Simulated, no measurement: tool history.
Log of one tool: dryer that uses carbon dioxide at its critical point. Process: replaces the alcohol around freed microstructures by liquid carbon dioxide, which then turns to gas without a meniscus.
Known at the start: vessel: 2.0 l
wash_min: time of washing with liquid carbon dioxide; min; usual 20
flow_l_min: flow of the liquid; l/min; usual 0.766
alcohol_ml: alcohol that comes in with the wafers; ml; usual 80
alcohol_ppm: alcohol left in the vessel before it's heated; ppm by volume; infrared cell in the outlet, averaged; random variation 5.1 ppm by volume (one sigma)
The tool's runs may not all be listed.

run,day,wash_min,flow_l_min,alcohol_ml,alcohol_ppm
1,0.000,20,0.766,80,66
2,0.475,16,0.766,80,219
3,0.762,16,0.766,80,230
4,1.129,20,0.766,28,35
5,1.392,20,0.766,28,31
6,1.896,17,0.766,28,73
7,2.246,20,0.766,26,29
8,2.650,20,0.766,26,29
9,3.204,20,0.766,26,28
10,3.433,20,0.766,22,37
11,3.758,18,0.766,80,153
12,4.312,18,0.766,80,158
13,4.571,18,0.766,80,165
14,5.121,20,0.766,80,97
15,5.350,20,0.766,80,95
16,5.646,20,0.766,80,107
17,6.038,20,0.505,80,691
18,6.488,15,0.505,80,1927
19,6.779,31,0.766,80,25
20,7.017,31,0.766,80,22
21,7.571,31,0.766,70,21
22,7.854,31,0.766,70,27
23,8.288,31,0.766,70,19
24,8.762,31,0.766,70,34
25,9.096,31,0.766,70,25
26,9.638,12,0.516,25,1150
27,10.146,12,0.516,25,1199
28,10.696,32,0.766,80,36
29,11.150,19,0.766,84,203
30,11.600,19,0.766,84,215
31,11.929,19,0.766,113,279
32,12.350,12,0.847,113,1328
# day 12.475: inlet filter changed
33,12.808,12,0.847,113,728
34,13.138,12,0.847,113,722
35,13.538,12,0.847,113,752
36,13.858,12,0.847,113,778
37,14.092,25,1.157,64,30
38,14.358,25,1.157,64,25
39,14.583,23,0.766,52,54
40,14.900,24,0.942,73,33
41,15.212,24,0.942,73,30
42,15.700,25,0.917,73,34
43,15.958,25,0.917,73,33
44,16.188,12,0.570,33,954
45,16.571,29,0.570,27,50
46,17.104,21,0.665,39,86
47,17.558,27,0.510,56,119
48,17.862,20,0.766,83,113

3 ways to go on from here, each from the tool as it stands after run 48. What would each give?
A,18.283,20,0.590,40,?
B,18.283,28,0.843,63,?
C,18.283,13,0.519,55,?

run,alcohol_ppm
A,206
B,49
C,1770
Without the tool's hidden state the same runs would have given:
run,alcohol_ppm
A,126
B,14
C,1421

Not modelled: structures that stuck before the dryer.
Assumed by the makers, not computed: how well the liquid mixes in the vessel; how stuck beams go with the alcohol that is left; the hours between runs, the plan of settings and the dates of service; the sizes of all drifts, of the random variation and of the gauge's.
